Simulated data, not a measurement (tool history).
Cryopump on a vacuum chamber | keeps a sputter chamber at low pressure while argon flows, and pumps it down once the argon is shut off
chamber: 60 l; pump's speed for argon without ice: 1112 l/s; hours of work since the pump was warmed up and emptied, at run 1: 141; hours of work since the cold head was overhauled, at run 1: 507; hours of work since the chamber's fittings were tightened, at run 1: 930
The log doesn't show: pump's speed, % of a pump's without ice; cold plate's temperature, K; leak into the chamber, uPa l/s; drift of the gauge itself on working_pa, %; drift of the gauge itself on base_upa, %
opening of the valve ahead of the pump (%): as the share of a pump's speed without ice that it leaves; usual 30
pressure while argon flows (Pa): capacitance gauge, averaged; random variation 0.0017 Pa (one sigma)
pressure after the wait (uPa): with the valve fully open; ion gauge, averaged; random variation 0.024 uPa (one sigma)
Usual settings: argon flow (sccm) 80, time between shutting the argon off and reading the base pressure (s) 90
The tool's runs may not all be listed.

| run | hour | argon flow (sccm) | time between shutting the argon off and reading the base pressure (s) | opening of the valve ahead of the pump (%) | hours of work since the pump was warmed up and emptied | hours of work since the cold head was overhauled | hours of work since the chamber's fittings were tightened | pressure while argon flows (Pa) | pressure after the wait (uPa) |
|---|---|---|---|---|---|---|---|---|---|
| 1 | 0 | 80 | 90 | 30 | 141 | 507 | 930 | 0.4166 | 1.23 |
| 2 | 18.1 | 80 | 90 | 30 | 151 | 517 | 939 | 0.4145 | 1.32 |
| 3 | 38.2 | 80 | 115 | 30 | 162 | 527 | 950 | 0.4177 | 1.16 |
| 4 | 58.8 | 80 | 33 | 30 | 173 | 538 | 961 | 0.4182 | 2.28 |
| 5 | 81.7 | 80 | 90 | 30 | 185 | 551 | 973 | 0.4149 | 1.31 |
| 6 | 98.3 | 80 | 90 | 30 | 194 | 559 | 982 | 0.4201 | 1.29 |
| 7 | 109.6 | 91 | 90 | 30 | 200 | 565 | 988 | 0.4787 | 1.34 |
| 8 | 127.1 | 80 | 90 | 30 | 209 | 575 | 998 | 0.4226 | 1.31 |
| 9 | 150.7 | 80 | 90 | 30 | 222 | 587 | 1010 | 0.4251 | 1.33 |
| 10 | 162.4 | 80 | 90 | 30 | 228 | 594 | 1017 | 0.4278 | 1.36 |
| 11 | 183.4 | 80 | 90 | 30 | 239 | 605 | 1028 | 0.422 | 1.34 |
| 12 | 198.3 | 80 | 90 | 30 | 247 | 613 | 1036 | 0.4264 | 1.38 |
| 13 | 219.5 | 80 | 155 | 30 | 259 | 624 | 1047 | 0.4258 | 1.14 |
| 14 | 230.2 | 80 | 155 | 30 | 265 | 630 | 1053 | 0.4243 | 1.12 |
| 15 | 247.8 | 80 | 54 | 30 | 274 | 639 | 1062 | 0.4261 | 1.72 |
| 16 | 271.2 | 80 | 54 | 30 | 286 | 652 | 1075 | 0.4299 | 1.81 |
| 17 | 285.4 | 116 | 90 | 30 | 294 | 659 | 1082 | 0.6201 | 1.46 |
| 18 | 304.2 | 145 | 90 | 30 | 304 | 669 | 1092 | 0.7792 | 1.39 |
| 19 | 316.2 | 145 | 90 | 30 | 310 | 676 | 1099 | 0.7776 | 1.39 |
| 20 | 336.5 | 133 | 269 | 45 | 321 | 687 | 1110 | 0.4926 | 1.03 |
| 21 | 351 | 80 | 90 | 35 | 329 | 695 | 1117 | 0.3719 | 1.43 |
| 22 | 369.2 | 80 | 227 | 30 | 339 | 704 | 1127 | 0.4348 | 1.09 |
| 23 | 383.4 | 80 | 227 | 30 | 346 | 712 | 1135 | 0.4321 | 1.11 |
|  | 399.6 | pump warmed up, emptied and cooled again |
| 24 | 401.2 | 56 | 69 | 43 | 1 | 719 | 1141 | 0.1999 | 1.5 |
| 25 | 417.9 | 80 | 21 | 30 | 10 | 728 | 1150 | 0.4077 | 3.24 |
| 26 | 437.4 | 54 | 174 | 30 | 20 | 738 | 1161 | 0.2747 | 0.99 |
| 27 | 448.3 | 80 | 164 | 19 | 26 | 744 | 1167 | 0.6454 | 1.07 |
| 28 | 462.6 | 80 | 120 | 19 | 34 | 752 | 1174 | 0.6448 | 1.16 |
| 29 | 485.3 | 35 | 49 | 57 | 46 | 764 | 1186 | 0.0949 | 1.87 |
| 30 | 508.7 | 80 | 90 | 39 | 58 | 776 | 1199 | 0.3176 | 1.33 |
| 31 | 526.7 | 80 | 90 | 39 | 68 | 786 | 1209 | 0.3176 | 1.27 |

The next listed run, before its measurement:
| 32 | 544.2 | 33 | 32 | 24 | 77 | 795 | 1218 | ? | ? |

Run 32 gave pressure while argon flows (Pa) 0.2125, pressure after the wait (uPa) 2.46.
Without the tool's hidden state the same run would have given pressure while argon flows (Pa) 0.2097, pressure after the wait (uPa) 1.96.
